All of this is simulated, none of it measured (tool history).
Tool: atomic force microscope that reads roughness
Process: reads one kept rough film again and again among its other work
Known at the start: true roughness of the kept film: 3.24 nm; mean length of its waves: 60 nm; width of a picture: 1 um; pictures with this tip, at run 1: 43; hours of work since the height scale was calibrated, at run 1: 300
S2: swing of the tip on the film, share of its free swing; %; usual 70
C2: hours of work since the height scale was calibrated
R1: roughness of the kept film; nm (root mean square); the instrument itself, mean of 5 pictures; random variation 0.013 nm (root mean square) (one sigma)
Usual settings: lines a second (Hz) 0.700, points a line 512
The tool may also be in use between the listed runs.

Run 1, hour 0.0: usual settings; pictures with this tip 43; C2 300. Result: R1 3.054 nm (root mean square).
Run 2, hour 20.4: usual settings; pictures with this tip 77; C2 310. Result: R1 3.060 nm (root mean square).
Run 3, hour 48.4: usual settings; pictures with this tip 124; C2 324. Result: R1 3.005 nm (root mean square).
Run 4, hour 76.4: usual settings but points a line 879; pictures with this tip 170; C2 338. Result: R1 2.998 nm (root mean square).
Run 5, hour 97.9: usual settings but points a line 879; pictures with this tip 206; C2 349. Result: R1 2.984 nm (root mean square).
Run 6, hour 114.0: usual settings but points a line 879; pictures with this tip 233; C2 358. Result: R1 2.985 nm (root mean square).
Run 7, hour 128.6: usual settings but points a line 879; pictures with this tip 257; C2 365. Result: R1 2.980 nm (root mean square).
Run 8, hour 149.6: usual settings but S2 75 %; pictures with this tip 292; C2 376. Result: R1 2.939 nm (root mean square).
Run 9, hour 178.2: usual settings but lines a second (Hz) 1.189; pictures with this tip 340; C2 390. Result: R1 2.914 nm (root mean square).
At hour 205.6: new tip fitted.
Run 10, hour 207.9: usual settings; pictures with this tip 4; C2 405. Result: R1 3.083 nm (root mean square).
Run 11, hour 221.9: usual settings; pictures with this tip 27; C2 412. Result: R1 3.076 nm (root mean square).
Run 12, hour 247.9: usual settings; pictures with this tip 70; C2 425. Result: R1 3.059 nm (root mean square).
Run 13, hour 262.0: usual settings but lines a second (Hz) 2.284, S2 74 %, points a line 507; pictures with this tip 94; C2 432. Result: R1 2.930 nm (root mean square).
Run 14, hour 274.4: usual settings but lines a second (Hz) 2.284, S2 73 %, points a line 396; pictures with this tip 115; C2 439. Result: R1 2.957 nm (root mean square).
Run 15, hour 303.6: usual settings but points a line 321; pictures with this tip 163; C2 453. Result: R1 2.993 nm (root mean square).
Run 16, hour 320.2: usual settings but lines a second (Hz) 3.357, S2 63 %, points a line 369; pictures with this tip 191; C2 462. Result: R1 2.920 nm (root mean square).
Run 17, hour 340.3: usual settings but lines a second (Hz) 3.357, S2 63 %, points a line 369; pictures with this tip 225; C2 472. Result: R1 2.904 nm (root mean square).
Run 18, hour 364.1: usual settings but lines a second (Hz) 0.599, S2 72 %, points a line 361; pictures with this tip 264; C2 484. Result: R1 2.975 nm (root mean square).
Run 19, hour 377.8: usual settings but lines a second (Hz) 1.467, S2 56 %, points a line 551; pictures with this tip 287; C2 491. Result: R1 2.978 nm (root mean square).
Run 20, hour 405.6: usual settings but lines a second (Hz) 1.197, S2 80 %, points a line 673; pictures with this tip 333; C2 505. Result: R1 2.870 nm (root mean square).
Run 21, hour 426.1: usual settings but lines a second (Hz) 1.751; pictures with this tip 368; C2 515. Result: R1 2.878 nm (root mean square).

Forecast each of these 3 alternatives for the next run:
At hour 437.5: new tip fitted.
Run A, hour 453.6: usual settings but lines a second (Hz) 1.751, S2 85 %, points a line 391; pictures with this tip 27; C2 529. Result: R1 ?.
At hour 437.5: new tip fitted.
Run B, hour 453.6: usual settings but lines a second (Hz) 1.751, points a line 411; pictures with this tip 27; C2 529. Result: R1 ?.
At hour 437.5: new tip fitted.
Run C, hour 453.6: usual settings but S2 81 %; pictures with this tip 27; C2 529. Result: R1 ?.

run     R1
  A  2.903
  B  3.013
  C  3.021
Without the tool's hidden state the same runs would have given:
run     R1
  A  2.913
  B  3.024
  C  3.031
